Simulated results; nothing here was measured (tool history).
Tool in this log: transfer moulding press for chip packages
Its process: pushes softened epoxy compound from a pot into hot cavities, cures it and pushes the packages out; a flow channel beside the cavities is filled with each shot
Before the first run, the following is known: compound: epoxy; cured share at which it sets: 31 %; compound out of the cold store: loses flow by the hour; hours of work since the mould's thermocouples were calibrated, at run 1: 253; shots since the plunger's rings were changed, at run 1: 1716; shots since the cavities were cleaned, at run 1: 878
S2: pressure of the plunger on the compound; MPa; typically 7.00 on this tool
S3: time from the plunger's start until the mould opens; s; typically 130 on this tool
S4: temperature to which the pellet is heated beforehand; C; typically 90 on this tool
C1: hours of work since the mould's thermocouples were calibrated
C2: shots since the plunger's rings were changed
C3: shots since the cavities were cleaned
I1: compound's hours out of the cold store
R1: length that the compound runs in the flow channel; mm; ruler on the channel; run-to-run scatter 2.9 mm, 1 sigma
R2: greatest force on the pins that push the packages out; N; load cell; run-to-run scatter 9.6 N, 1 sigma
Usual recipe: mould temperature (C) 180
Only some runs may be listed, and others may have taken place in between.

{"run": 1, "hour": 0.0, "mould temperature (C)": 180, "S2": 7.0, "S3": 130, "S4": 90, "C1": 253, "C2": 1716, "C3": 878, "I1": 23.8, "R1": 826, "R2": 770}
{"run": 2, "hour": 8.5, "mould temperature (C)": 180, "S2": 7.0, "S3": 130, "S4": 90, "C1": 258, "C2": 1794, "C3": 956, "I1": 23.9, "R1": 823, "R2": 751}
{"run": 3, "hour": 18.1, "mould temperature (C)": 180, "S2": 7.0, "S3": 130, "S4": 90, "C1": 264, "C2": 1880, "C3": 1042, "I1": 23.2, "R1": 825, "R2": 783}
{"hour": 25.2, "done": "cavities cleaned with cleaning compound and waxed"}
{"run": 4, "hour": 35.1, "mould temperature (C)": 180, "S2": 7.0, "S3": 130, "S4": 90, "C1": 273, "C2": 2021, "C3": 89, "I1": 40.7, "R1": 768, "R2": 498}
{"run": 5, "hour": 52.5, "mould temperature (C)": 180, "S2": 7.0, "S3": 130, "S4": 90, "C1": 284, "C2": 2179, "C3": 247, "I1": 16.0, "R1": 852, "R2": 590}
{"run": 6, "hour": 63.5, "mould temperature (C)": 180, "S2": 7.0, "S3": 130, "S4": 90, "C1": 290, "C2": 2279, "C3": 347, "I1": 10.7, "R1": 869, "R2": 633}
{"run": 7, "hour": 80.2, "mould temperature (C)": 180, "S2": 7.0, "S3": 137, "S4": 90, "C1": 300, "C2": 2431, "C3": 499, "I1": 18.5, "R1": 835, "R2": 623}
{"run": 8, "hour": 92.2, "mould temperature (C)": 180, "S2": 7.0, "S3": 167, "S4": 90, "C1": 307, "C2": 2540, "C3": 608, "I1": 45.8, "R1": 738, "R2": 547}
{"hour": 95.1, "done": "mould's thermocouples calibrated"}
{"run": 9, "hour": 102.8, "mould temperature (C)": 180, "S2": 7.0, "S3": 167, "S4": 90, "C1": 5, "C2": 2618, "C3": 686, "I1": 46.4, "R1": 738, "R2": 588}
{"hour": 117.8, "done": "plunger's sealing rings changed"}
{"hour": 122.9, "done": "mould's thermocouples calibrated, once more"}
{"run": 10, "hour": 122.9, "mould temperature (C)": 180, "S2": 7.0, "S3": 130, "S4": 90, "C1": 0, "C2": 28, "C3": 828, "I1": 20.6, "R1": 852, "R2": 690}
{"run": 11, "hour": 140.6, "mould temperature (C)": 180, "S2": 7.0, "S3": 130, "S4": 90, "C1": 10, "C2": 189, "C3": 989, "I1": 17.6, "R1": 866, "R2": 749}
{"run": 12, "hour": 150.2, "mould temperature (C)": 180, "S2": 7.0, "S3": 130, "S4": 90, "C1": 16, "C2": 276, "C3": 1076, "I1": 43.2, "R1": 769, "R2": 748}
{"hour": 153.0, "done": "cavities cleaned with cleaning compound and waxed"}
{"run": 13, "hour": 162.7, "mould temperature (C)": 180, "S2": 7.0, "S3": 130, "S4": 90, "C1": 23, "C2": 376, "C3": 89, "I1": 36.9, "R1": 788, "R2": 498}
{"run": 14, "hour": 178.0, "mould temperature (C)": 180, "S2": 7.0, "S3": 130, "S4": 90, "C1": 32, "C2": 514, "C3": 227, "I1": 33.5, "R1": 796, "R2": 554}
{"run": 15, "hour": 193.3, "mould temperature (C)": 180, "S2": 7.0, "S3": 130, "S4": 90, "C1": 41, "C2": 653, "C3": 366, "I1": 34.7, "R1": 795, "R2": 618}
{"run": 16, "hour": 206.0, "mould temperature (C)": 180, "S2": 7.0, "S3": 130, "S4": 90, "C1": 48, "C2": 768, "C3": 481, "I1": 23.1, "R1": 839, "R2": 655}
{"run": 17, "hour": 223.6, "mould temperature (C)": 175, "S2": 7.35, "S3": 150, "S4": 83, "C1": 59, "C2": 929, "C3": 642, "I1": 23.7, "R1": 878, "R2": 732}
{"run": 18, "hour": 232.5, "mould temperature (C)": 184, "S2": 7.0, "S3": 130, "S4": 97, "C1": 64, "C2": 1009, "C3": 722, "I1": 15.4, "R1": 843, "R2": 627}
{"run": 19, "hour": 240.2, "mould temperature (C)": 187, "S2": 7.0, "S3": 130, "S4": 93, "C1": 69, "C2": 1079, "C3": 792, "I1": 35.7, "R1": 755, "R2": 575}
{"run": 20, "hour": 252.0, "mould temperature (C)": 180, "S2": 7.0, "S3": 117, "S4": 90, "C1": 76, "C2": 1186, "C3": 899, "I1": 13.1, "R1": 875, "R2": 901}
{"run": 21, "hour": 266.8, "mould temperature (C)": 180, "S2": 7.0, "S3": 117, "S4": 90, "C1": 84, "C2": 1321, "C3": 1034, "I1": 26.0, "R1": 818, "R2": 904}
{"hour": 274.4, "done": "cavities cleaned with cleaning compound and waxed"}
{"run": 22, "hour": 284.7, "mould temperature (C)": 177, "S2": 7.0, "S3": 117, "S4": 91, "C1": 94, "C2": 1470, "C3": 93, "I1": 46.3, "R1": 755, "R2": 674}
{"run": 23, "hour": 299.7, "mould temperature (C)": 180, "S2": 5.62, "S3": 130, "S4": 90, "C1": 103, "C2": 1607, "C3": 230, "I1": 36.5, "R1": 696, "R2": 564}
{"run": 24, "hour": 311.1, "mould temperature (C)": 180, "S2": 5.62, "S3": 130, "S4": 90, "C1": 110, "C2": 1710, "C3": 333, "I1": 24.6, "R1": 735, "R2": 609}
{"run": 25, "hour": 322.4, "mould temperature (C)": 180, "S2": 5.62, "S3": 130, "S4": 90, "C1": 116, "C2": 1812, "C3": 435, "I1": 41.5, "R1": 675, "R2": 620}
{"run": 26, "hour": 339.8, "mould temperature (C)": 180, "S2": 5.62, "S3": 130, "S4": 90, "C1": 127, "C2": 1970, "C3": 593, "I1": 20.9, "R1": 740, "R2": 691}
{"run": 27, "hour": 351.3, "mould temperature (C)": 180, "S2": 6.72, "S3": 130, "S4": 90, "C1": 134, "C2": 2075, "C3": 698, "I1": 45.1, "R1": 730, "R2": 667}
{"run": 28, "hour": 363.9, "mould temperature (C)": 180, "S2": 8.18, "S3": 167, "S4": 90, "C1": 141, "C2": 2189, "C3": 812, "I1": 25.0, "R1": 877, "R2": 608}

5 options for the next run, each taken on its own from the tool as it stands now. Forecast them:
{"run": "A", "hour": 371.4, "mould temperature (C)": 180, "S2": 6.16, "S3": 126, "S4": 90, "C1": 145, "C2": 2258, "C3": 881, "I1": 35.8, "R1": "?", "R2": "?"}
{"run": "B", "hour": 371.4, "mould temperature (C)": 187, "S2": 8.41, "S3": 170, "S4": 90, "C1": 145, "C2": 2258, "C3": 881, "I1": 45.1, "R1": "?", "R2": "?"}
{"run": "C", "hour": 371.4, "mould temperature (C)": 184, "S2": 7.0, "S3": 139, "S4": 81, "C1": 145, "C2": 2258, "C3": 881, "I1": 45.6, "R1": "?", "R2": "?"}
{"run": "D", "hour": 371.4, "mould temperature (C)": 180, "S2": 7.92, "S3": 167, "S4": 81, "C1": 145, "C2": 2258, "C3": 881, "I1": 36.5, "R1": "?", "R2": "?"}
{"run": "E", "hour": 371.4, "mould temperature (C)": 187, "S2": 7.58, "S3": 130, "S4": 81, "C1": 145, "C2": 2258, "C3": 881, "I1": 46.3, "R1": "?", "R2": "?"}

run=A R1=723 R2=738
run=B R1=787 R2=569
run=C R1=728 R2=603
run=D R1=821 R2=614
run=E R1=750 R2=600
Had the tool no hidden state, the same runs would have come out as:
run=A R1=751 R2=452
run=B R1=819 R2=355
run=C R1=757 R2=371
run=D R1=853 R2=382
run=E R1=779 R2=372
